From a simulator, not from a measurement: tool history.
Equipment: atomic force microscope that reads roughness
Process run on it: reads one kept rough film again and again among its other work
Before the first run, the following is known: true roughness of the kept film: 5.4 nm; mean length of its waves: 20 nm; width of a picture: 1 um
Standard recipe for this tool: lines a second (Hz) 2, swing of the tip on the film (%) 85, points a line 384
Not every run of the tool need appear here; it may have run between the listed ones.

run	hour	lines a second (Hz)	swing of the tip on the film (%)	points a line	roughness of the kept film (nm (root mean square))
1	0	2	85	384	3.084
2	10.4	2	85	384	2.974
3	20.3	1.12	85	384	2.967
4	31.6	1.12	85	384	2.889
5	37.5	2	85	998	2.751
6	48.6	1.11	57	392	2.822
7	55.7	1.11	75	787	2.779
8	61.3	1.69	74	299	2.624
9	67.4	0.97	85	721	2.626
10	75.3	0.97	71	411	2.613

Below are 4 alternative next runs, each starting from the tool's condition after run 10. Predict each:
A	80.9	2	76	562	?
B	80.9	2	87	384	?
C	80.9	2	85	279	?
D	80.9	0.64	85	384	?

run	roughness of the kept film (nm (root mean square))
A	2.497
B	2.391
C	2.377
D	2.552
Take away the tool's hidden state, keep each run's random variation, and the runs would have read:
run	roughness of the kept film (nm (root mean square))
A	4.022
B	3.85
C	3.824
D	4.108
